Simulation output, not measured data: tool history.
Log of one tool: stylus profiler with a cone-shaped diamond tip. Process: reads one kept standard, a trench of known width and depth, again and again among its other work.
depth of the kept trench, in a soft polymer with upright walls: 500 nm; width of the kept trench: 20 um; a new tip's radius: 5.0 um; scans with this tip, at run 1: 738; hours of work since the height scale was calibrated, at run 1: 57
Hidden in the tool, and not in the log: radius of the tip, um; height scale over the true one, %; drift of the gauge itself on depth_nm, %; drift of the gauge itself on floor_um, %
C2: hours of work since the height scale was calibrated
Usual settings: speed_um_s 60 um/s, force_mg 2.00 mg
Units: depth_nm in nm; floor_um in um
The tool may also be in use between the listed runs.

Run 1, day 0.000: usual settings; scans with this tip 738; C2 57. Result: depth_nm 506.84 nm, floor_um 15.01 um.
Run 2, day 1.525: usual settings; scans with this tip 1028; C2 79. Result: depth_nm 506.75 nm, floor_um 15.00 um.
Run 3, day 2.467: usual settings; scans with this tip 1207; C2 93. Result: depth_nm 506.64 nm, floor_um 14.93 um.
Run 4, day 3.604: usual settings but force_mg 0.78 mg; scans with this tip 1424; C2 109. Result: depth_nm 503.45 nm, floor_um 14.65 um.
Run 5, day 4.679: usual settings; scans with this tip 1628; C2 125. Result: depth_nm 506.65 nm, floor_um 14.92 um.
Run 6, day 5.571: usual settings; scans with this tip 1798; C2 138. Result: depth_nm 506.68 nm, floor_um 14.85 um.
Run 7, day 6.250: usual settings but force_mg 5.37 mg; scans with this tip 1928; C2 148. Result: depth_nm 513.27 nm, floor_um 14.99 um.
Run 8, day 7.662: usual settings but force_mg 3.46 mg; scans with this tip 2197; C2 168. Result: depth_nm 509.54 nm, floor_um 14.94 um.
Run 9, day 8.392: usual settings but force_mg 3.46 mg; scans with this tip 2336; C2 179. Result: depth_nm 509.70 nm, floor_um 14.94 um.
Run 10, day 9.433: usual settings but force_mg 3.46 mg; scans with this tip 2534; C2 194. Result: depth_nm 509.57 nm, floor_um 14.89 um.
Run 11, day 10.321: usual settings but force_mg 3.46 mg; scans with this tip 2702; C2 207. Result: depth_nm 509.53 nm, floor_um 14.84 um.
Run 12, day 11.446: usual settings but force_mg 3.46 mg; scans with this tip 2917; C2 223. Result: depth_nm 509.27 nm, floor_um 14.84 um.
Run 13, day 12.229: usual settings but speed_um_s 134 um/s; scans with this tip 3066; C2 235. Result: depth_nm 506.28 nm, floor_um 14.18 um.
Run 14, day 12.929: usual settings but speed_um_s 134 um/s; scans with this tip 3199; C2 245. Result: depth_nm 506.33 nm, floor_um 14.11 um.
Run 15, day 14.100: usual settings but speed_um_s 134 um/s; scans with this tip 3422; C2 262. Result: depth_nm 506.33 nm, floor_um 14.12 um.
Run 16, day 15.675: usual settings but speed_um_s 134 um/s; scans with this tip 3721; C2 285. Result: depth_nm 506.42 nm, floor_um 14.06 um.
Run 17, day 16.929: usual settings but speed_um_s 134 um/s; scans with this tip 3960; C2 303. Result: depth_nm 506.40 nm, floor_um 14.03 um.
Run 18, day 17.675: usual settings but speed_um_s 134 um/s; scans with this tip 4102; C2 314. Result: depth_nm 506.05 nm, floor_um 13.99 um.
Run 19, day 18.467: usual settings; scans with this tip 4252; C2 326. Result: depth_nm 506.11 nm, floor_um 14.51 um.
Run 20, day 19.258: usual settings; scans with this tip 4404; C2 337. Result: depth_nm 506.00 nm, floor_um 14.48 um.
At day 19.371: height scale calibrated on a step standard.
Run 21, day 20.017: usual settings; scans with this tip 4544; C2 9. Result: depth_nm 505.82 nm, floor_um 14.45 um.
Run 22, day 21.242: usual settings; scans with this tip 4777; C2 27. Result: depth_nm 505.41 nm, floor_um 14.40 um.
At day 22.221: height scale calibrated on a step standard, once more.
Run 23, day 22.875: usual settings; scans with this tip 5084; C2 10. Result: depth_nm 507.06 nm, floor_um 14.41 um.
Run 24, day 24.150: usual settings but speed_um_s 113 um/s, force_mg 1.67 mg; scans with this tip 5326; C2 28. Result: depth_nm 506.02 nm, floor_um 13.88 um.
Run 25, day 25.058: usual settings but speed_um_s 91 um/s, force_mg 1.29 mg; scans with this tip 5499; C2 41. Result: depth_nm 505.17 nm, floor_um 13.99 um.
Run 26, day 25.725: usual settings but speed_um_s 91 um/s, force_mg 1.29 mg; scans with this tip 5626; C2 51. Result: depth_nm 505.12 nm, floor_um 13.84 um.
Run 27, day 27.304: usual settings but speed_um_s 64 um/s, force_mg 1.36 mg; scans with this tip 5926; C2 74. Result: depth_nm 505.23 nm, floor_um 14.16 um.
Run 28, day 28.371: usual settings but speed_um_s 179 um/s, force_mg 1.63 mg; scans with this tip 6130; C2 90. Result: depth_nm 505.95 nm, floor_um 13.28 um.
Run 29, day 29.938: usual settings but speed_um_s 56 um/s, force_mg 1.04 mg; scans with this tip 6428; C2 113. Result: depth_nm 504.43 nm, floor_um 14.06 um.
Run 30, day 31.221: usual settings but speed_um_s 56 um/s, force_mg 1.04 mg; scans with this tip 6672; C2 131. Result: depth_nm 504.31 nm, floor_um 14.06 um.
Run 31, day 32.142: usual settings but speed_um_s 15 um/s, force_mg 0.72 mg; scans with this tip 6847; C2 145. Result: depth_nm 503.12 nm, floor_um 14.38 um.
Run 32, day 33.138: usual settings but speed_um_s 21 um/s, force_mg 1.74 mg; scans with this tip 7037; C2 159. Result: depth_nm 505.99 nm, floor_um 14.42 um.
Run 33, day 34.450: usual settings but speed_um_s 21 um/s, force_mg 1.74 mg; scans with this tip 7287; C2 178. Result: depth_nm 506.09 nm, floor_um 14.36 um.
Run 34, day 35.975: usual settings but speed_um_s 64 um/s, force_mg 2.07 mg; scans with this tip 7577; C2 201. Result: depth_nm 506.83 nm, floor_um 14.06 um.
Run 35, day 36.779: usual settings but speed_um_s 50 um/s, force_mg 2.85 mg; scans with this tip 7730; C2 212. Result: depth_nm 508.55 nm, floor_um 14.21 um.
Run 36, day 37.892: usual settings but speed_um_s 43 um/s, force_mg 2.49 mg; scans with this tip 7941; C2 229. Result: depth_nm 507.80 nm, floor_um 14.16 um.
Run 37, day 38.771: usual settings but speed_um_s 43 um/s, force_mg 2.49 mg; scans with this tip 8109; C2 241. Result: depth_nm 507.78 nm, floor_um 14.16 um.
Run 38, day 40.062: usual settings but speed_um_s 43 um/s, force_mg 2.49 mg; scans with this tip 8355; C2 260. Result: depth_nm 507.56 nm, floor_um 14.15 um.
Run 39, day 41.475: usual settings but speed_um_s 43 um/s, force_mg 2.49 mg; scans with this tip 8624; C2 281. Result: depth_nm 507.53 nm, floor_um 14.09 um.
Run 40, day 42.929: usual settings but speed_um_s 108 um/s; scans with this tip 8900; C2 302. Result: depth_nm 506.44 nm, floor_um 13.57 um.
Run 41, day 43.733: usual settings but speed_um_s 29 um/s, force_mg 1.48 mg; scans with this tip 9053; C2 314. Result: depth_nm 504.89 nm, floor_um 14.08 um.
Run 42, day 44.842: usual settings but speed_um_s 29 um/s, force_mg 1.48 mg; scans with this tip 9264; C2 330. Result: depth_nm 505.05 nm, floor_um 14.03 um.
Run 43, day 45.725: usual settings but speed_um_s 90 um/s, force_mg 2.33 mg; scans with this tip 9432; C2 343. Result: depth_nm 507.15 nm, floor_um 13.63 um.
Run 44, day 47.250: usual settings but speed_um_s 90 um/s, force_mg 2.33 mg; scans with this tip 9722; C2 365. Result: depth_nm 506.87 nm, floor_um 13.60 um.

Measured less the same run without the tool's hidden state. The same run-to-run variation is in both; the gauge's scatter may not be:
run  depth_nm  floor_um
  1     -0.31     -0.16
  2     -0.36     -0.21
  3     -0.39     -0.24
  4     -0.43     -0.27
  5     -0.46     -0.31
  6     -0.49     -0.33
  7     -0.52     -0.36
  8     -0.56     -0.40
  9     -0.58     -0.42
 10     -0.62     -0.45
 11     -0.65     -0.48
 12     -0.69     -0.51
 13     -0.71     -0.53
 14     -0.73     -0.55
 15     -0.77     -0.58
 16     -0.82     -0.63
 17     -0.86     -0.67
 18     -0.88     -0.69
 19     -0.91     -0.71
 20     -0.93     -0.73
 21     -1.42     -0.75
 22     -1.45     -0.79
 23     +0.02     -0.83
 24     -0.02     -0.86
 25     -0.04     -0.89
 26     -0.06     -0.90
 27     -0.12     -0.94
 28     -0.15     -0.97
 29     -0.21     -1.01
 30     -0.25     -1.04
 31     -0.28     -1.07
 32     -0.31     -1.10
 33     -0.35     -1.12
 34     -0.41     -1.16
 35     -0.43     -1.18
 36     -0.46     -1.21
 37     -0.48     -1.23
 38     -0.53     -1.27
 39     -0.58     -1.30
 40     -0.62     -1.34
 41     -0.65     -1.36
 42     -0.68     -1.38
 43     -0.72     -1.40
 44     -0.77     -1.44
